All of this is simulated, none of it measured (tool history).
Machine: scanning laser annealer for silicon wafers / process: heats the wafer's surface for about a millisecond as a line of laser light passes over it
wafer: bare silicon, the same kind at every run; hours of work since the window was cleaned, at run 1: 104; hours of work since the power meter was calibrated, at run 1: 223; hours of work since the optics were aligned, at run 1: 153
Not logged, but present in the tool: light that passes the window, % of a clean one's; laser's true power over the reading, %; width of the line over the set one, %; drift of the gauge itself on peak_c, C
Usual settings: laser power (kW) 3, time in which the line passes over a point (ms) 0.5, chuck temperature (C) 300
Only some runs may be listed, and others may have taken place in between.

run     day  laser power (kW)  time in which the line passes over a point (ms)  chuck temperature (C)  hours of work since the window was cleaned  hours of work since the power meter was calibrated  hours of work since the optics were aligned  highest temperature of the surface (C)
  1       0                 3                                              0.5                    300                                         104                                                 223                                          153                                    1085
  2   0.417                 3                                              0.5                    300                                         110                                                 230                                          159                                    1081
  3   0.646                 3                                              0.5                    300                                         114                                                 234                                          163                                    1080
  4   0.979             3.217                                              0.5                    300                                         120                                                 239                                          169                                    1142
  5   1.304                 3                                              0.5                    339                                         125                                                 245                                          174                                    1124
  6   1.725                 3                                              0.5                    339                                         132                                                 252                                          181                                    1123
  7   2.046                 3                                              0.5                    300                                         137                                                 257                                          186                                    1079
  8   2.458                 3                                              0.5                    300                                         144                                                 263                                          193                                    1081
  9   2.879                 3                                              0.5                    300                                         150                                                 270                                          199                                    1077
 10   3.292                 3                                              0.5                    300                                         157                                                 277                                          206                                    1075
 11   3.521                 3                                              0.5                    300                                         161                                                 281                                          210                                    1076
 12   3.788                 3                                              0.5                    300                                         165                                                 285                                          214                                    1078
 13   4.217                 3                                              0.5                    300                                         172                                                 292                                          221                                    1074
 14   4.496                 3                                              0.5                    300                                         177                                                 297                                          226                                    1072
 15   4.975                 3                                              0.5                    300                                         184                                                 304                                          233                                    1076
 16   5.446                 3                                              0.5                    300                                         192                                                 312                                          241                                    1073
 17   5.867                 3                                              0.5                    300                                         199                                                 319                                          248                                    1075
 18   6.371                 3                                              0.5                    300                                         207                                                 327                                          256                                    1073
 19     6.9                 3                                            0.479                    300                                         216                                                 336                                          265                                    1060
 20   7.229                 3                                              0.5                    289                                         221                                                 341                                          270                                    1058
 21   7.725                 3                                              0.5                    300                                         229                                                 349                                          278                                    1069
 22   8.179                 3                                            0.574                    324                                         237                                                 356                                          286                                    1143
 23   8.604             3.247                                            0.584                    300                                         243                                                 363                                          292                                    1196
 24   8.962                 3                                            0.492                    271                                         249                                                 369                                          298                                    1035
 25    9.25                 3                                            0.395                    281                                         254                                                 374                                          303                                     972
 26   9.754                 3                                            0.395                    281                                         262                                                 382                                          311                                     972
 27  10.225                 3                                              0.5                    284                                         270                                                 390                                          319                                    1051
 28  10.529             2.777                                            0.568                    339                                         275                                                 395                                          324                                    1087
 29  10.783                 3                                              0.5                    295                                         279                                                 399                                          328                                    1059
     10.896  -- window over the wafer cleaned
 30  11.392                 3                                            0.591                    307                                           8                                                 407                                          336                                    1113
 31  11.617                 3                                            0.591                    307                                          12                                                 411                                          340                                    1113
 32      12             3.039                                            0.452                    263                                          18                                                 417                                          346                                     989
 33  12.379             3.287                                            0.452                    308                                          24                                                 423                                          352                                    1094
 34  12.808             3.034                                            0.611                    308                                          31                                                 430                                          359                                    1133
 35  13.221             3.034                                             0.51                    298                                          38                                                 437                                          366                                    1060
 36  13.508                 3                                            0.558                    300                                          43                                                 442                                          371                                    1080
 37  13.738                 3                                            0.558                    300                                          46                                                 445                                          375                                    1079
     13.933  -- window over the wafer cleaned, once more
 38  14.096                 3                                            0.425                    305                                           3                                                 450                                          379                                    1038
 39  14.346                 3                                            0.425                    305                                           7                                                 454                                          383                                    1036
 40    14.7                 3                                            0.425                    305                                          12                                                 460                                          389                                    1034
 41   14.95                 3                                            0.601                    269                                          16                                                 464                                          393                                    1122

How would selected steps in highest temperature of the surface (C) from run to run divide? Give the signed amount a tool lacking its hidden state would still show from settings, what came in and random variation, and the signed amount left for the hidden state, including any gauge scatter that is not in both of the compared results.
Run 23 -> 24: laser power (kW) 3.247 -> 3, time in which the line passes over a point (ms) 0.584 -> 0.492, chuck temperature (C) 300 -> 271. highest temperature of the surface (C) -161: hidden state +5, all else -166.
Run 29 -> 30: time in which the line passes over a point (ms) 0.5 -> 0.591, chuck temperature (C) 295 -> 307, window over the wafer cleaned. highest temperature of the surface (C) +54: hidden state -20, all else +74.
Run 31 -> 32: laser power (kW) 3 -> 3.039, time in which the line passes over a point (ms) 0.591 -> 0.452, chuck temperature (C) 307 -> 263. highest temperature of the surface (C) -124: hidden state +4, all else -128.
Run 32 -> 33: laser power (kW) 3.039 -> 3.287, chuck temperature (C) 263 -> 308. highest temperature of the surface (C) +105: hidden state -4, all else +109.
Run 37 -> 38: time in which the line passes over a point (ms) 0.558 -> 0.425, chuck temperature (C) 300 -> 305, window over the wafer cleaned, once more. highest temperature of the surface (C) -41: hidden state +45, all else -86.
